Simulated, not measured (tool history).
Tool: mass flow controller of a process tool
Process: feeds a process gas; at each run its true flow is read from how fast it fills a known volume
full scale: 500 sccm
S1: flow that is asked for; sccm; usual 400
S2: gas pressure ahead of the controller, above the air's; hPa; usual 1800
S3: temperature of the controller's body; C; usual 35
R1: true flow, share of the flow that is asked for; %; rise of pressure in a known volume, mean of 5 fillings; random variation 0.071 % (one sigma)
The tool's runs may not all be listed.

run,hour,S1,S2,S3,R1
1,0,400,1800,35,100.1
2,106,400,1800,20,99.25
3,225,400,1800,35,100.1
4,323.4,441,1800,35,100.38
5,432.2,441,1800,35,100.21
6,625,441,1800,35,100.36
7,732.1,441,1800,35,100.32
8,883.4,140,1800,35,99.31
9,1022.7,400,1800,35,100.21
10,1165.1,400,1800,35,100.2
11,1346.4,400,1800,35,100.26
12,1532.9,400,1800,35,100.24
13,1679,400,1800,35,100.4
14,1891.1,400,1800,35,100.33
15,2057.3,400,1800,35,100.37
16,2167.3,400,1800,35,100.46
17,2352.4,400,1800,35,100.38
18,2465.6,400,1800,35,100.64
19,2639,400,1800,35,100.56
20,2733.9,400,1800,35,100.53
21,2913.7,400,1800,35,100.48
22,3046.5,400,1800,35,100.63
23,3136.8,107,1930,36,100.22
24,3270.8,242,2050,22,99.41
25,3445.5,242,2050,22,99.61
26,3554.6,242,2050,22,99.62
27,3646.9,289,2790,26,100.07
28,3790,289,2790,26,100.02
29,3904.9,234,1580,35,100.09
30,4069.7,215,2390,35,100.41
31,4253.8,391,2370,25,100.42
32,4364.1,391,2370,25,100.39
33,4514.3,69,1830,31,101.46
34,4664.9,69,1830,31,101.69
35,4817.7,153,1830,33,100.29
36,5000.7,153,1830,33,100.27
37,5152,57,1570,22,102.1
38,5341.2,424,1410,33,100.71
39,5444.4,448,2110,39,101.38
40,5623.2,448,2110,39,101.57
41,5756.9,448,1470,30,100.85
42,5948.9,174,1750,22,100.05
43,6087.8,400,1800,39,101.32

The same runs without the tool's hidden state, with the same run-to-run variation:
The hidden state here: flow at rest that the sensor doesn't see, % of full scale; true flow over the shown one, %; drift of the gauge itself on true_pct, %.
run,R1
1,99.89
2,99.03
3,99.86
4,100.14
5,99.96
6,100.07
7,100.02
8,98.39
9,99.83
10,99.79
11,99.83
12,99.77
13,99.91
14,99.8
15,99.81
16,99.89
17,99.77
18,100.01
19,99.9
20,99.86
21,99.77
22,99.9
23,98.15
24,98.32
25,98.48
26,98.47
27,99.04
28,98.96
29,98.84
30,99.03
31,99.47
32,99.43
33,97.65
34,97.79
35,98.26
36,98.2
37,97.16
38,99.63
39,100.31
40,100.48
41,99.73
42,97.91
43,100.07
